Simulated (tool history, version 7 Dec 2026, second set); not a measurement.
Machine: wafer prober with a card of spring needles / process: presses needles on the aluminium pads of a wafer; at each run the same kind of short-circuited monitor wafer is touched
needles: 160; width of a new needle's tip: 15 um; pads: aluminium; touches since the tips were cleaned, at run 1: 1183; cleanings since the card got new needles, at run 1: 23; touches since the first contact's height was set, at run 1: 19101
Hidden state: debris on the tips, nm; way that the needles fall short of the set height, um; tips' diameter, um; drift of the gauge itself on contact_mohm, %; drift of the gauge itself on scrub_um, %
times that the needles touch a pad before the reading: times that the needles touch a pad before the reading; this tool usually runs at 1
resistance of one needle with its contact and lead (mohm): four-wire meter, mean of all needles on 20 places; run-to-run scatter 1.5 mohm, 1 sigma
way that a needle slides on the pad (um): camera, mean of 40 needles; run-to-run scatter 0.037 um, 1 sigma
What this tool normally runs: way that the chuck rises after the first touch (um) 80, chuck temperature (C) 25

run	hour	way that the chuck rises after the first touch (um)	chuck temperature (C)	times that the needles touch a pad before the reading	touches since the tips were cleaned	cleanings since the card got new needles	touches since the first contact's height was set	resistance of one needle with its contact and lead (mohm)	way that a needle slides on the pad (um)
1	0.0	80	25	1	1183	23	19101	142	21.38
2	8.4	80	25	1	4908	23	22826	144	21.39
# hour 15.7: tips cleaned on abrasive film
3	17.6	80	25	1	875	24	26917	145	21.34
4	24.5	80	25	2	3929	24	29971	145	21.34
5	32.2	80	25	1	7377	24	33419	141	21.21
# hour 34.1: tips cleaned on abrasive film
6	38.2	80	64	1	1861	25	36066	151	21.37
7	50.4	80	51	1	7296	25	41501	146	21.37
# hour 52.2: tips cleaned on abrasive film
8	57.0	70	25	1	2179	26	44416	145	18.68
9	63.2	70	58	1	4942	26	47179	153	18.67
# hour 70.7: tips cleaned on abrasive film
10	74.5	80	49	1	1696	27	52169	147	21.35
11	85.1	80	49	1	6420	27	56893	146	21.38
# hour 89.1: tips cleaned on abrasive film
12	96.7	80	25	1	3414	28	62028	144	21.30
# hour 107.2: tips cleaned on abrasive film
13	109.4	80	25	1	1002	29	67653	142	21.37
14	122.5	80	25	1	6813	29	73464	141	21.36
# hour 125.5: tips cleaned on abrasive film
15	134.9	80	25	1	4174	30	78965	140	21.39
16	142.6	67	28	1	7623	30	82414	144	17.88
# hour 143.6: tips cleaned on abrasive film
17	154.1	67	28	1	4694	31	87489	143	17.92
# hour 162.2: tips cleaned on abrasive film
18	165.5	67	28	1	1455	32	92511	144	17.88
19	177.9	69	28	2	6993	32	98049	145	18.46
# hour 180.3: tips cleaned on abrasive film
20	184.6	80	112	2	1917	33	101009	153	21.35
# hour 186.8: height of the first contact set anew
21	196.7	73	94	2	7165	33	4387	152	19.51
# hour 199.1: tips cleaned on abrasive film
22	205.9	82	25	2	3072	34	8474	142	21.90
23	214.1	82	25	3	6695	34	12097	141	21.90
# hour 217.0: tips cleaned on abrasive film
24	222.0	80	25	1	2232	35	15607	142	21.36
25	228.9	80	25	1	5283	35	18658	144	21.40
# hour 235.4: tips cleaned on abrasive film
26	236.8	96	59	2	661	36	22168	145	25.61
27	246.4	100	79	2	4936	36	26443	151	26.71
# hour 253.5: tips cleaned on abrasive film
28	257.3	80	41	2	1700	37	31263	146	21.39
29	267.5	92	82	3	6230	37	35793	148	24.62
# hour 271.9: tips cleaned on abrasive film
30	273.6	71	113	2	755	38	38498	159	18.93

Predict each of these 3 candidate next runs independently; none follows another, all start after run 30:
A	281.0	92	33	3	4059	38	41802	?	?
B	281.0	71	49	1	4059	38	41802	?	?
C	281.0	71	113	2	4059	38	41802	?	?

run	resistance of one needle with its contact and lead (mohm)	way that a needle slides on the pad (um)
A	144	24.61
B	150	19.00
C	160	18.97
Take away the tool's hidden state, keep each run's random variation, and the runs would have read:
run	resistance of one needle with its contact and lead (mohm)	way that a needle slides on the pad (um)
A	143	24.61
B	150	19.00
C	159	18.98

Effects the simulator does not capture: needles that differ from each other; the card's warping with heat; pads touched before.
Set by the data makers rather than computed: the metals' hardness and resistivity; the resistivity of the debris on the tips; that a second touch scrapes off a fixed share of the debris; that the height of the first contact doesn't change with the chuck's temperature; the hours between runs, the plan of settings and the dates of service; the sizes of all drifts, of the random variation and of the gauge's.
